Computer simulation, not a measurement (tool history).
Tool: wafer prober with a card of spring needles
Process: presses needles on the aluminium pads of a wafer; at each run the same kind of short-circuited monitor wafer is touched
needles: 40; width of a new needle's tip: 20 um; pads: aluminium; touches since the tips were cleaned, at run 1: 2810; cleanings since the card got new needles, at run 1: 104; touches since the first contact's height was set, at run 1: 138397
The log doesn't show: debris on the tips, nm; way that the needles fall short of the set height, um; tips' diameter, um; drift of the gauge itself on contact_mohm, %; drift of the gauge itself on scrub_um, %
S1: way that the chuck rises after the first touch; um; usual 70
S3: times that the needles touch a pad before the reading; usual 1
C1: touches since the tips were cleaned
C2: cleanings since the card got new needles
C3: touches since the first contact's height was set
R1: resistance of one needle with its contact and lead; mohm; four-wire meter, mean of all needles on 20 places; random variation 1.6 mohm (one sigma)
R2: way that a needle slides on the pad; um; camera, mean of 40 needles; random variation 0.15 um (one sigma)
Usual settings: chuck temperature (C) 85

Run 1, day 0: usual settings; C1 2810; C2 104; C3 138397. Result: R1 154 mohm, R2 17.57 um.
At day 0.15: tips cleaned on abrasive film.
At day 0.742: tips cleaned on abrasive film.
At day 1.333: tips cleaned on abrasive film.
At day 1.925: tips cleaned on abrasive film.
Run 2, day 1.946: usual settings; C1 114; C2 108; C3 148358. Result: R1 153 mohm, R2 17.35 um.
At day 2.521: tips cleaned on abrasive film.
At day 3.25: tips cleaned on abrasive film.
At day 3.988: tips cleaned on abrasive film.
Run 3, day 4.55: usual settings but chuck temperature (C) 71; C1 2921; C2 111; C3 161744. Result: R1 151 mohm, R2 17.31 um.
At day 4.704: tips cleaned on abrasive film.
At day 5.296: tips cleaned on abrasive film.
At day 5.979: tips cleaned on abrasive film.
Run 4, day 6.462: usual settings but chuck temperature (C) 71; C1 2484; C2 114; C3 171537. Result: R1 151 mohm, R2 17.51 um.
At day 6.612: tips cleaned on abrasive film.
At day 7.296: tips cleaned on abrasive film.
At day 7.967: tips cleaned on abrasive film.
At day 8.575: tips cleaned on abrasive film.
Run 5, day 8.575: usual settings; C1 0; C2 118; C3 182371. Result: R1 150 mohm, R2 17.45 um.
At day 9.167: tips cleaned on abrasive film.
At day 9.871: tips cleaned on abrasive film.
At day 10.517: tips cleaned on abrasive film.
Run 6, day 10.517: usual settings; C1 0; C2 121; C3 192322. Result: R1 155 mohm, R2 17.5 um.
At day 11.233: tips cleaned on abrasive film.
At day 11.9: tips cleaned on abrasive film.
Run 7, day 12.142: usual settings; C1 1248; C2 123; C3 200661. Result: R1 152 mohm, R2 17.52 um.
At day 12.562: tips cleaned on abrasive film.
At day 13.296: tips cleaned on abrasive film.
Run 8, day 13.708: usual settings; C1 2128; C2 125; C3 208720. Result: R1 152 mohm, R2 17.3 um.
At day 13.975: tips cleaned on abrasive film.
At day 14.425: height of the first contact set anew.
At day 14.575: tips cleaned on abrasive film.
At day 15.296: tips cleaned on abrasive film.
Run 9, day 15.488: usual settings; C1 999; C2 128; C3 5439. Result: R1 153 mohm, R2 17.48 um.
At day 15.933: tips cleaned on abrasive film.
At day 16.638: tips cleaned on abrasive film.
Run 10, day 17.054: usual settings but chuck temperature (C) 100; C1 2161; C2 130; C3 13483. Result: R1 153 mohm, R2 17.66 um.
At day 17.325: tips cleaned on abrasive film.
At day 17.917: tips cleaned on abrasive film.
At day 18.65: tips cleaned on abrasive film.
At day 19.367: tips cleaned on abrasive film.
Run 11, day 19.417: usual settings but S1 80 um, chuck temperature (C) 39; C1 254; C2 134; C3 25591. Result: R1 143 mohm, R2 19.5 um.

Forecast run 12:
At day 19.996: tips cleaned on abrasive film.
At day 20.588: tips cleaned on abrasive film.
At day 21.325: tips cleaned on abrasive film.
Run 12, day 21.729: usual settings but S1 56 um; C1 2075; C2 137; C3 37456. Result: R1 ?, R2 ?.

R1: 156 mohm
R2: 14.04 um
Without the tool's hidden state the same run would have given R1 155 mohm, R2 14.04 um.
